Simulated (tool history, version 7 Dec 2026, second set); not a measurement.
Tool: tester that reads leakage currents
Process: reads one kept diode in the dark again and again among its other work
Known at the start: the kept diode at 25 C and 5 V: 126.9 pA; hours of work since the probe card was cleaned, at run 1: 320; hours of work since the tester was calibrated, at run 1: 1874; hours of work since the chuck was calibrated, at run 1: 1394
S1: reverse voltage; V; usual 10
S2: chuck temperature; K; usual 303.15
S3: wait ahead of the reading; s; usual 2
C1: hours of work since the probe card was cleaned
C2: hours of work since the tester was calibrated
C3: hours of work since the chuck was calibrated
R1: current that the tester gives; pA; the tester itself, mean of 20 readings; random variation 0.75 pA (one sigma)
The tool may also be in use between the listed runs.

run    hour    S1      S2    S3    C1    C2    C3       R1
  1       0    10  303.15     2   320  1874  1394   223.32
      196.2  -- chuck's temperature calibrated
  2   251.8    10  303.15     2   479  2033    35   252.19
  3   414.9    10  303.15     2   583  2137   139   249.28
  4   622.3    10  303.15     2   715  2269   271   249.97
  5   770.1    10  303.15     2   809  2363   365   248.67
  6  1021.8    10  303.15     2   969  2524   526   248.69
  7  1230.7    10  303.15     2  1102  2657   659   247.46
  8  1381.5    10  303.15     2  1198  2753   755   243.73
  9  1515.2    10  303.15     2  1283  2838   840   244.65
     1653.4  -- probe card cleaned and baked
 10  1653.4    10  303.15     2     0  2924   926   225.92
 11  1843.8    10  303.15     2   121  3045  1047   226.82
 12    1994    10  303.15     2   217  3141  1143   225.49
 13  2165.1   7.1  316.15   0.5   326  3250  1252   608.68
 14  2395.5     1  316.15   0.5   472  3396  1398    322.2
     2586.2  -- chuck's temperature calibrated
 15  2606.6   8.1  297.15  0.61   606  3529    13   138.21
 16  2715.4  15.3  307.15     2   675  3599    82   402.42
 17  2905.6  13.1  330.15  6.78   796  3720   203  2338.96
 18  3030.5  13.1  331.15  6.05   875  3799   283  2482.68
 19  3206.1   2.4  303.15  5.03   987  3911   395   151.54
 20  3424.9   1.5  321.15  5.03  1127  4050   534   571.81
 21  3560.7   3.5  295.15  0.62  1213  4137   620     84.6
 22  3736.2   3.5  295.15  0.62  1325  4248   732    84.54

Forecast each of these 4 alternatives for the next run:
     3812.9  -- probe card cleaned and baked
  A  3986.4   5.2  325.15  0.64  110  4406  889   ?
     3812.9  -- probe card cleaned and baked
  B  3986.4   3.5  294.15  0.62  110  4406  889   ?
     3812.9  -- probe card cleaned and baked
  C  3986.4   2.9  295.15  1.92  110  4406  889   ?
     3812.9  -- probe card cleaned and baked
  D  3986.4  17.2  298.15  0.62  110  4406  889   ?

run       R1
  A  1128.28
  B    71.15
  C    72.62
  D   173.32
Without the tool's hidden state the same runs would have given:
run      R1
  A  1240.8
  B   79.07
  C   80.79
  D  190.68

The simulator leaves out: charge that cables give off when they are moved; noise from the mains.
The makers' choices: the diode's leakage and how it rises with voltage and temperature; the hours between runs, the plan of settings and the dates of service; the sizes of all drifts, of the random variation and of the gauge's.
